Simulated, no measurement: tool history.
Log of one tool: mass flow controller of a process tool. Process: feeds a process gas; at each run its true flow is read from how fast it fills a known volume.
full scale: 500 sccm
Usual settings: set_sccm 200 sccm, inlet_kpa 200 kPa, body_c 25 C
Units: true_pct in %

run 1 hour=0 | set_sccm=200 inlet_kpa=200 body_c=25 | true_pct=98.25
run 2 hour=60.4 | set_sccm=200 inlet_kpa=200 body_c=25 | true_pct=97.98
run 3 hour=160.2 | set_sccm=200 inlet_kpa=200 body_c=25 | true_pct=97.81
run 4 hour=209.9 | set_sccm=200 inlet_kpa=200 body_c=25 | true_pct=97.92
run 5 hour=304.5 | set_sccm=200 inlet_kpa=200 body_c=25 | true_pct=97.95
run 6 hour=395.3 | set_sccm=200 inlet_kpa=200 body_c=25 | true_pct=97.78
run 7 hour=451.7 | set_sccm=200 inlet_kpa=200 body_c=25 | true_pct=97.6
run 8 hour=521.5 | set_sccm=200 inlet_kpa=200 body_c=25 | true_pct=97.53
run 9 hour=612.3 | set_sccm=200 inlet_kpa=200 body_c=25 | true_pct=97.48
run 10 hour=698.1 | set_sccm=200 inlet_kpa=200 body_c=25 | true_pct=97.4
run 11 hour=757.5 | set_sccm=200 inlet_kpa=200 body_c=25 | true_pct=97.37
run 12 hour=817.4 | set_sccm=200 inlet_kpa=200 body_c=25 | true_pct=97.44
run 13 hour=881.8 | set_sccm=200 inlet_kpa=200 body_c=25 | true_pct=97.23
run 14 hour=978.9 | set_sccm=200 inlet_kpa=200 body_c=25 | true_pct=97.14
run 15 hour=1055.6 | set_sccm=200 inlet_kpa=149 body_c=25 | true_pct=97.33
run 16 hour=1155.5 | set_sccm=200 inlet_kpa=149 body_c=25 | true_pct=97.2
run 17 hour=1223 | set_sccm=200 inlet_kpa=149 body_c=25 | true_pct=97.14
run 18 hour=1293.8 | set_sccm=74 inlet_kpa=200 body_c=25 | true_pct=95.85
run 19 hour=1349.3 | set_sccm=70 inlet_kpa=200 body_c=25 | true_pct=96.06
run 20 hour=1439 | set_sccm=70 inlet_kpa=200 body_c=25 | true_pct=95.85
run 21 hour=1535.5 | set_sccm=200 inlet_kpa=188 body_c=25 | true_pct=96.4
run 22 hour=1628.5 | set_sccm=200 inlet_kpa=188 body_c=25 | true_pct=96.49
run 23 hour=1704.3 | set_sccm=200 inlet_kpa=188 body_c=25 | true_pct=96.41
run 24 hour=1761.7 | set_sccm=200 inlet_kpa=208 body_c=25 | true_pct=96.15
run 25 hour=1819.7 | set_sccm=54 inlet_kpa=279 body_c=22 | true_pct=94.99
run 26 hour=1881.5 | set_sccm=54 inlet_kpa=279 body_c=22 | true_pct=94.95
run 27 hour=1923.7 | set_sccm=200 inlet_kpa=200 body_c=21 | true_pct=96.15
run 28 hour=1971.5 | set_sccm=143 inlet_kpa=178 body_c=21 | true_pct=95.81
run 29 hour=2061.6 | set_sccm=200 inlet_kpa=220 body_c=25 | true_pct=95.9
run 30 hour=2143.4 | set_sccm=200 inlet_kpa=220 body_c=25 | true_pct=95.62
run 31 hour=2223 | set_sccm=200 inlet_kpa=220 body_c=25 | true_pct=95.62
run 32 hour=2266.7 | set_sccm=200 inlet_kpa=220 body_c=25 | true_pct=95.48
run 33 hour=2322 | set_sccm=200 inlet_kpa=155 body_c=28 | true_pct=95.86
run 34 hour=2389.6 | set_sccm=200 inlet_kpa=155 body_c=28 | true_pct=95.74
run 35 hour=2445.7 | set_sccm=81 inlet_kpa=253 body_c=28 | true_pct=94.43
run 36 hour=2513.7 | set_sccm=54 inlet_kpa=180 body_c=35 | true_pct=94.52
run 37 hour=2584.7 | set_sccm=150 inlet_kpa=200 body_c=27 | true_pct=95.01
-- hour=2594 gauge calibrated
run 38 hour=2639.4 | set_sccm=92 inlet_kpa=200 body_c=22 | true_pct=97.54
run 39 hour=2705.1 | set_sccm=423 inlet_kpa=200 body_c=23 | true_pct=99.45
run 40 hour=2759.8 | set_sccm=101 inlet_kpa=200 body_c=39 | true_pct=97.12
run 41 hour=2814 | set_sccm=101 inlet_kpa=200 body_c=39 | true_pct=97.09
run 42 hour=2866.4 | set_sccm=62 inlet_kpa=156 body_c=27 | true_pct=97.21
run 43 hour=2960 | set_sccm=241 inlet_kpa=200 body_c=25 | true_pct=97.99
run 44 hour=3031.6 | set_sccm=86 inlet_kpa=189 body_c=32 | true_pct=96.98
run 45 hour=3113 | set_sccm=86 inlet_kpa=189 body_c=32 | true_pct=96.88
run 46 hour=3166.7 | set_sccm=149 inlet_kpa=254 body_c=39 | true_pct=96.56
run 47 hour=3268.6 | set_sccm=264 inlet_kpa=254 body_c=20 | true_pct=97.65
run 48 hour=3369 | set_sccm=264 inlet_kpa=254 body_c=20 | true_pct=97.53

3 ways to go on from here, each from the tool as it stands after run 48. What would each give?
run A hour=3434.2 | set_sccm=52 inlet_kpa=200 body_c=38 | true_pct=?
run B hour=3434.2 | set_sccm=200 inlet_kpa=278 body_c=25 | true_pct=?
run C hour=3434.2 | set_sccm=264 inlet_kpa=245 body_c=21 | true_pct=?

run=A true_pct=96.2
run=B true_pct=96.83
run=C true_pct=97.48
Without the tool's hidden state the same runs would have given:
run=A true_pct=97.09
run=B true_pct=97.75
run=C true_pct=98.4
